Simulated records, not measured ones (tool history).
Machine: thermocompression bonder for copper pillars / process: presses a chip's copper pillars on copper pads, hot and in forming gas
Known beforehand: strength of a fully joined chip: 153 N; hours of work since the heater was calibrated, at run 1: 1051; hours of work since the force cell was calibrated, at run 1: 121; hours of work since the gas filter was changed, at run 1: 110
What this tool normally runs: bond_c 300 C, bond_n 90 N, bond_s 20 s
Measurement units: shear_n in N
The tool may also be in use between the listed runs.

| run | day | bond_c | bond_n | bond_s | hours of work since the heater was calibrated | hours of work since the force cell was calibrated | hours of work since the gas filter was changed | shear_n |
|---|---|---|---|---|---|---|---|---|
| 1 | 0 | 300 | 90 | 20 | 1051 | 121 | 110 | 45.1 |
| 2 | 0.35 | 290 | 90 | 20 | 1056 | 126 | 115 | 38.3 |
| 3 | 0.654 | 318 | 90 | 20 | 1060 | 130 | 119 | 58 |
| 4 | 0.854 | 318 | 90 | 38 | 1063 | 133 | 122 | 73.9 |
| 5 | 1.225 | 318 | 90 | 38 | 1068 | 138 | 127 | 72.9 |
| 6 | 1.467 | 300 | 90 | 20 | 1071 | 142 | 131 | 44.4 |
| 7 | 1.812 | 300 | 90 | 20 | 1076 | 147 | 136 | 44.1 |
| 8 | 2.004 | 276 | 90 | 20 | 1079 | 149 | 138 | 30 |
| 9 | 2.367 | 276 | 76 | 20 | 1084 | 155 | 144 | 24.7 |
| 10 | 2.575 | 276 | 76 | 20 | 1087 | 157 | 146 | 23.8 |
| 11 | 2.975 | 276 | 76 | 20 | 1093 | 163 | 152 | 24.8 |
| 12 | 3.171 | 276 | 76 | 20 | 1096 | 166 | 155 | 23.7 |
|  | 3.288 | heater calibrated with a thermocouple chip |
| 13 | 3.65 | 277 | 76 | 20 | 5 | 172 | 160 | 22.6 |
| 14 | 3.858 | 277 | 76 | 20 | 8 | 174 | 163 | 21.8 |
|  | 3.975 | heater calibrated with a thermocouple chip, once more |
| 15 | 4.125 | 300 | 90 | 20 | 2 | 177 | 166 | 50 |
| 16 | 4.421 | 300 | 90 | 20 | 6 | 181 | 170 | 50.7 |
| 17 | 4.608 | 300 | 90 | 20 | 9 | 184 | 173 | 50.4 |
| 18 | 4.788 | 300 | 130 | 20 | 12 | 186 | 175 | 76.9 |
| 19 | 5.017 | 300 | 91 | 20 | 15 | 190 | 179 | 51.3 |
| 20 | 5.312 | 272 | 90 | 20 | 19 | 194 | 183 | 32.6 |
| 21 | 5.579 | 300 | 90 | 20 | 23 | 198 | 187 | 49.4 |
| 22 | 5.954 | 283 | 82 | 20 | 28 | 203 | 192 | 33.7 |
| 23 | 6.262 | 283 | 82 | 20 | 32 | 207 | 196 | 34.2 |
| 24 | 6.483 | 328 | 126 | 11 | 35 | 210 | 199 | 80.5 |
| 25 | 6.683 | 328 | 58 | 11 | 38 | 213 | 202 | 32.8 |
| 26 | 6.912 | 328 | 58 | 11 | 42 | 217 | 206 | 33.5 |
| 27 | 7.225 | 328 | 58 | 11 | 46 | 221 | 210 | 33.3 |
| 28 | 7.462 | 300 | 65 | 26 | 49 | 224 | 213 | 38.8 |
| 29 | 7.8 | 300 | 72 | 13 | 54 | 229 | 218 | 31.9 |
| 30 | 8.142 | 300 | 72 | 13 | 59 | 234 | 223 | 32.1 |
| 31 | 8.525 | 324 | 129 | 24 | 64 | 239 | 228 | 99.2 |
| 32 | 8.783 | 294 | 97 | 18 | 68 | 243 | 232 | 47.7 |
| 33 | 9.112 | 294 | 97 | 18 | 73 | 248 | 237 | 47.2 |
| 34 | 9.442 | 300 | 64 | 14 | 77 | 252 | 241 | 27.4 |
| 35 | 9.808 | 312 | 64 | 11 | 83 | 258 | 247 | 29.4 |
| 36 | 10.017 | 278 | 58 | 13 | 86 | 261 | 250 | 15.7 |
| 37 | 10.338 | 274 | 58 | 47 | 90 | 265 | 254 | 26.4 |
| 38 | 10.675 | 294 | 90 | 20 | 95 | 270 | 259 | 45.1 |
| 39 | 11.058 | 294 | 90 | 20 | 100 | 275 | 264 | 43.6 |
| 40 | 11.275 | 294 | 90 | 20 | 103 | 278 | 267 | 44.7 |
| 41 | 11.512 | 294 | 90 | 20 | 107 | 282 | 271 | 43.5 |

A few steps of shear_n between consecutive runs. Split each: what settings, incoming material and random variation would produce without the hidden state, and what is left over for the hidden state, along with gauge scatter present in only one of the two compared results (measured, and without hidden state):
Hidden conditions of the tool in this case: true temperature of the bond over the reading, C; force that reaches the chip, % of what is set; oxide that the forming gas leaves, % of the face; drift of the gauge itself on shear_n, %.
Run 14 -> 15: bond_c 277 -> 300, bond_n 76 -> 90, heater calibrated with a thermocouple chip, once more. shear_n +28.2 N: hidden state +5.6, all else +22.6.
Run 24 -> 25: bond_n 126 -> 58. shear_n -47.7 N: hidden state +3.1, all else -50.8.
Run 30 -> 31: bond_c 300 -> 324, bond_n 72 -> 129, bond_s 13 -> 24. shear_n +67.1 N: hidden state -5.1, all else +72.2.
Run 31 -> 32: bond_c 324 -> 294, bond_n 129 -> 97, bond_s 24 -> 18. shear_n -51.5 N: hidden state +3.6, all else -55.1.

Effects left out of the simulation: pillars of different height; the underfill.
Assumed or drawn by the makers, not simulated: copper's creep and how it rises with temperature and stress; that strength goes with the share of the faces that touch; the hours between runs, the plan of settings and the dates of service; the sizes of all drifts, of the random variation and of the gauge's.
